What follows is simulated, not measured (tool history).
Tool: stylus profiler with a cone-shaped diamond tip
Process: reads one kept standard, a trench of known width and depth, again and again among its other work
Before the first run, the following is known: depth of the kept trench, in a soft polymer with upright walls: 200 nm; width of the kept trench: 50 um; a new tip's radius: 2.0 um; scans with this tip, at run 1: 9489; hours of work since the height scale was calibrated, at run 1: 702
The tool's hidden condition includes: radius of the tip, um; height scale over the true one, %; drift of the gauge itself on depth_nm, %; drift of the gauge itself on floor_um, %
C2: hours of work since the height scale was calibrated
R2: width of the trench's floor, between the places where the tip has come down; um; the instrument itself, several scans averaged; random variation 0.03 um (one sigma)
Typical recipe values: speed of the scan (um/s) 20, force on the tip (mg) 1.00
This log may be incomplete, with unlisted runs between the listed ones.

Run 1, hour 0.0: usual settings; scans with this tip 9489; C2 702. Result: depth of the trench (Å) 2006.3, R2 47.93 um.
Run 2, hour 12.2: usual settings but force on the tip (mg) 1.54; scans with this tip 9581; C2 709. Result: depth of the trench (Å) 2007.6, R2 47.94 um.
Run 3, hour 22.9: usual settings; scans with this tip 9663; C2 715. Result: depth of the trench (Å) 2006.6, R2 47.97 um.
Run 4, hour 38.2: usual settings but force on the tip (mg) 0.51; scans with this tip 9779; C2 723. Result: depth of the trench (Å) 2002.1, R2 47.92 um.
Run 5, hour 53.4: usual settings but force on the tip (mg) 0.89; scans with this tip 9894; C2 732. Result: depth of the trench (Å) 2005.8, R2 47.94 um.
Run 6, hour 62.6: usual settings but speed of the scan (um/s) 25, force on the tip (mg) 0.89; scans with this tip 9965; C2 737. Result: depth of the trench (Å) 2005.0, R2 47.90 um.
Run 7, hour 73.6: usual settings but speed of the scan (um/s) 25, force on the tip (mg) 0.89; scans with this tip 10048; C2 743. Result: depth of the trench (Å) 2004.7, R2 47.93 um.
Run 8, hour 89.4: usual settings; scans with this tip 10168; C2 752. Result: depth of the trench (Å) 2005.0, R2 47.94 um.
Run 9, hour 108.5: usual settings; scans with this tip 10313; C2 763. Result: depth of the trench (Å) 2004.5, R2 47.94 um.
At hour 109.9: height scale calibrated on a step standard.
Run 10, hour 117.2: usual settings but speed of the scan (um/s) 27; scans with this tip 10376; C2 4. Result: depth of the trench (Å) 2005.7, R2 47.84 um.
Run 11, hour 129.4: usual settings but speed of the scan (um/s) 27; scans with this tip 10468; C2 11. Result: depth of the trench (Å) 2005.7, R2 47.95 um.
Run 12, hour 146.8: usual settings but speed of the scan (um/s) 27; scans with this tip 10601; C2 21. Result: depth of the trench (Å) 2003.3, R2 47.90 um.
At hour 153.3: height scale calibrated on a step standard, once more.
Run 13, hour 159.6: usual settings but speed of the scan (um/s) 11, force on the tip (mg) 0.81; scans with this tip 10694; C2 4. Result: depth of the trench (Å) 2005.7, R2 47.98 um.
Run 14, hour 171.6: usual settings; scans with this tip 10785; C2 10. Result: depth of the trench (Å) 2008.8, R2 47.93 um.
Run 15, hour 183.6: usual settings; scans with this tip 10877; C2 17. Result: depth of the trench (Å) 2008.3, R2 47.88 um.
Run 16, hour 196.2: usual settings but speed of the scan (um/s) 6, force on the tip (mg) 2.64; scans with this tip 10972; C2 24. Result: depth of the trench (Å) 2015.8, R2 48.00 um.
Run 17, hour 210.1: usual settings but force on the tip (mg) 0.39; scans with this tip 11078; C2 32. Result: depth of the trench (Å) 2005.1, R2 47.88 um.
Run 18, hour 219.6: usual settings but speed of the scan (um/s) 15, force on the tip (mg) 1.26; scans with this tip 11151; C2 37. Result: depth of the trench (Å) 2008.3, R2 47.97 um.
Run 19, hour 239.0: usual settings but speed of the scan (um/s) 9, force on the tip (mg) 2.46; scans with this tip 11298; C2 48. Result: depth of the trench (Å) 2014.4, R2 47.98 um.

Branching from run 19: 4 alternative next runs. What would each branch give?
Run A, hour 258.7: usual settings but speed of the scan (um/s) 9, force on the tip (mg) 1.45; scans with this tip 11447; C2 59. Result: depth of the trench (Å) ?, R2 ?.
Run B, hour 258.7: usual settings but speed of the scan (um/s) 25, force on the tip (mg) 2.08; scans with this tip 11447; C2 59. Result: depth of the trench (Å) ?, R2 ?.
Run C, hour 258.7: usual settings but speed of the scan (um/s) 9, force on the tip (mg) 0.51; scans with this tip 11447; C2 59. Result: depth of the trench (Å) ?, R2 ?.
Run D, hour 258.7: usual settings but speed of the scan (um/s) 6, force on the tip (mg) 0.54; scans with this tip 11447; C2 59. Result: depth of the trench (Å) ?, R2 ?.

run  depth of the trench (Å)     R2
  A                   2011.0  47.94
  B                   2011.7  47.97
  C                   2004.4  47.94
  D                   2005.0  47.92
Without the tool's hidden state the same runs would have given:
run  depth of the trench (Å)     R2
  A                   2011.0  48.20
  B                   2011.7  48.23
  C                   2004.4  48.20
  D                   2005.0  48.18

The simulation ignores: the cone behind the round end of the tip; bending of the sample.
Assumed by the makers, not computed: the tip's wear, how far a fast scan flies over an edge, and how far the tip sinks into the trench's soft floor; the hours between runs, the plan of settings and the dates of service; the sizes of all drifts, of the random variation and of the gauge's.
